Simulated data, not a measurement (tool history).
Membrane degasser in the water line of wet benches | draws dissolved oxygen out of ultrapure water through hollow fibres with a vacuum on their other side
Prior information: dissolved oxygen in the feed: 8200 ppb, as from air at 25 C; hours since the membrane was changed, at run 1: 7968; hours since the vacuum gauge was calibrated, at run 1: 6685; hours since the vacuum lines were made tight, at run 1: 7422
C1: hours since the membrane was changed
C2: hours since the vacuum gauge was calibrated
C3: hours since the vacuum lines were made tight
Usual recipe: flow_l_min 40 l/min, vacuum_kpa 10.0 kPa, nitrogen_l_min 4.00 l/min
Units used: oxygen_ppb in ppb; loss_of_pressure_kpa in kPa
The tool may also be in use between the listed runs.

Run 1, hour 0.0: usual settings; C1 7968; C2 6685; C3 7422. Result: oxygen_ppb 158.9 ppb, loss_of_pressure_kpa 32.55 kPa.
Run 2, hour 266.4: usual settings but vacuum_kpa 18.6 kPa; C1 8234; C2 6951; C3 7689. Result: oxygen_ppb 352.8 ppb, loss_of_pressure_kpa 32.72 kPa.
At hour 295.0: vacuum gauge calibrated.
Run 3, hour 441.5: usual settings; C1 8409; C2 146; C3 7863. Result: oxygen_ppb 159.6 ppb, loss_of_pressure_kpa 32.49 kPa.
Run 4, hour 627.4: usual settings; C1 8594; C2 332; C3 8049. Result: oxygen_ppb 160.5 ppb, loss_of_pressure_kpa 32.46 kPa.
Run 5, hour 805.5: usual settings but vacuum_kpa 19.9 kPa; C1 8773; C2 511; C3 8227. Result: oxygen_ppb 377.4 ppb, loss_of_pressure_kpa 32.54 kPa.
Run 6, hour 1032.9: usual settings but vacuum_kpa 19.9 kPa; C1 9000; C2 738; C3 8455. Result: oxygen_ppb 384.8 ppb, loss_of_pressure_kpa 32.49 kPa.
Run 7, hour 1214.0: usual settings but nitrogen_l_min 3.74 l/min; C1 9181; C2 919; C3 8636. Result: oxygen_ppb 171.0 ppb, loss_of_pressure_kpa 32.47 kPa.
Run 8, hour 1372.7: usual settings but nitrogen_l_min 3.74 l/min; C1 9340; C2 1078; C3 8795. Result: oxygen_ppb 167.8 ppb, loss_of_pressure_kpa 32.47 kPa.
Run 9, hour 1541.2: usual settings but flow_l_min 54 l/min, vacuum_kpa 21.6 kPa, nitrogen_l_min 1.81 l/min; C1 9508; C2 1246; C3 8963. Result: oxygen_ppb 1047.3 ppb, loss_of_pressure_kpa 43.56 kPa.
Run 10, hour 1722.8: usual settings but flow_l_min 29 l/min, vacuum_kpa 11.0 kPa, nitrogen_l_min 7.63 l/min; C1 9690; C2 1428; C3 9145. Result: oxygen_ppb 72.3 ppb, loss_of_pressure_kpa 23.53 kPa.
Run 11, hour 2005.9: usual settings but flow_l_min 29 l/min, vacuum_kpa 11.0 kPa, nitrogen_l_min 7.63 l/min; C1 9973; C2 1711; C3 9428. Result: oxygen_ppb 72.5 ppb, loss_of_pressure_kpa 23.40 kPa.
Run 12, hour 2321.0: usual settings but flow_l_min 35 l/min, vacuum_kpa 22.4 kPa, nitrogen_l_min 3.42 l/min; C1 10288; C2 2026; C3 9743. Result: oxygen_ppb 442.9 ppb, loss_of_pressure_kpa 28.50 kPa.
Run 13, hour 2575.6: usual settings but flow_l_min 27 l/min, vacuum_kpa 10.8 kPa, nitrogen_l_min 4.40 l/min; C1 10543; C2 2281; C3 9997. Result: oxygen_ppb 112.7 ppb, loss_of_pressure_kpa 22.27 kPa.
At hour 2758.1: seals of the vacuum lines changed.
Run 14, hour 2818.0: usual settings but flow_l_min 31 l/min, vacuum_kpa 6.2 kPa, nitrogen_l_min 4.40 l/min; C1 10783; C2 2521; C3 60. Result: oxygen_ppb 51.3 ppb, loss_of_pressure_kpa 25.05 kPa.
Run 15, hour 2983.7: usual settings but flow_l_min 31 l/min, vacuum_kpa 10.1 kPa, nitrogen_l_min 4.86 l/min; C1 10949; C2 2687; C3 226. Result: oxygen_ppb 105.0 ppb, loss_of_pressure_kpa 24.77 kPa.
Run 16, hour 3263.5: usual settings but flow_l_min 31 l/min, vacuum_kpa 10.1 kPa, nitrogen_l_min 4.86 l/min; C1 11229; C2 2967; C3 505. Result: oxygen_ppb 106.1 ppb, loss_of_pressure_kpa 25.06 kPa.

Take each entry between the runs: how does the hidden state at the last listed run before it differ from the hidden state at the first listed run after it?
Runs 2 to 3: vacuum gauge calibrated (hour 295.0)
  true pressure behind the membrane over the reading, kPa: 0.01 -> 0
Runs 13 to 14: seals of the vacuum lines changed (hour 2758.1)
  air that leaks in behind the membrane, l/min: 0.0022 -> 0.002
